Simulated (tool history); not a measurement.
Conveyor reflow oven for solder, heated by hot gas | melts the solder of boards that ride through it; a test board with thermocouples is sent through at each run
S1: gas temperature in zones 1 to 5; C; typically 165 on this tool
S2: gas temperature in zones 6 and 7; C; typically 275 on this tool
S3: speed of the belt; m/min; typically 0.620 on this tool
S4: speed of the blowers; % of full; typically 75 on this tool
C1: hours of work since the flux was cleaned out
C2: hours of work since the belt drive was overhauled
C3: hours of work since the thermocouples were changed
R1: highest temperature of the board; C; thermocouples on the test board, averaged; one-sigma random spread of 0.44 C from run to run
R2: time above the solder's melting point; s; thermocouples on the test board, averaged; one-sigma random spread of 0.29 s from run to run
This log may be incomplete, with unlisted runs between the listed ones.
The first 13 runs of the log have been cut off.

run	hour	S1	S2	S3	S4	C1	C2	C3	R1	R2
14	137.1	165	275	0.620	65	155	261	849	247.7	36.8
15	151.7	165	275	0.620	65	163	269	858	248.1	36.8
16	160.7	165	275	0.620	65	168	274	863	247.4	37.2
# hour 165.5: belt drive overhauled, speed set with a stopwatch
17	176.7	165	275	0.578	75	175	6	870	253.5	45.2
18	188.5	158	274	0.507	51	182	13	877	248.2	44.3
19	198.6	160	275	0.620	69	188	19	882	247.5	35.7
20	213.8	157	287	0.622	66	196	28	891	255.7	40.5
# hour 222.4: belt drive overhauled, speed set with a stopwatch, once more
21	224.8	176	275	0.737	82	200	1	895	247.9	33.0
22	236.4	176	275	0.737	82	207	8	902	248.0	33.0
23	247.3	176	275	0.737	82	213	14	908	248.2	33.5
24	259.7	171	275	0.737	82	220	21	915	246.1	31.2
25	274.2	165	264	0.620	75	229	30	923	240.2	32.5
26	288.9	165	264	0.620	69	237	38	932	238.8	30.3
27	300.1	165	275	0.636	60	244	45	938	243.1	31.8
28	306.5	179	266	0.714	58	247	48	942	234.5	24.1
29	320.4	179	266	0.714	58	255	56	950	232.7	23.5
30	329.9	179	266	0.723	58	261	62	955	233.8	22.3
# hour 340.5: flux residue cleaned out of gas plates and filters
31	348.7	169	271	0.620	75	5	70	963	249.8	40.8
32	358.4	169	282	0.550	75	10	75	969	264.2	54.4

Alternative continuations, all from the tool just after run 32; predict every row:
A	369.4	169	286	0.550	71	17	81	975	?	?
B	369.4	165	277	0.533	75	17	81	975	?	?
C	369.4	169	282	0.550	61	17	81	975	?	?

run	R1	R2
A	266.6	54.7
B	259.8	52.7
C	260.1	51.1
Take away the tool's hidden state, keep each run's random variation, and the runs would have read:
run	R1	R2
A	268.6	55.6
B	261.8	53.6
C	262.0	52.1

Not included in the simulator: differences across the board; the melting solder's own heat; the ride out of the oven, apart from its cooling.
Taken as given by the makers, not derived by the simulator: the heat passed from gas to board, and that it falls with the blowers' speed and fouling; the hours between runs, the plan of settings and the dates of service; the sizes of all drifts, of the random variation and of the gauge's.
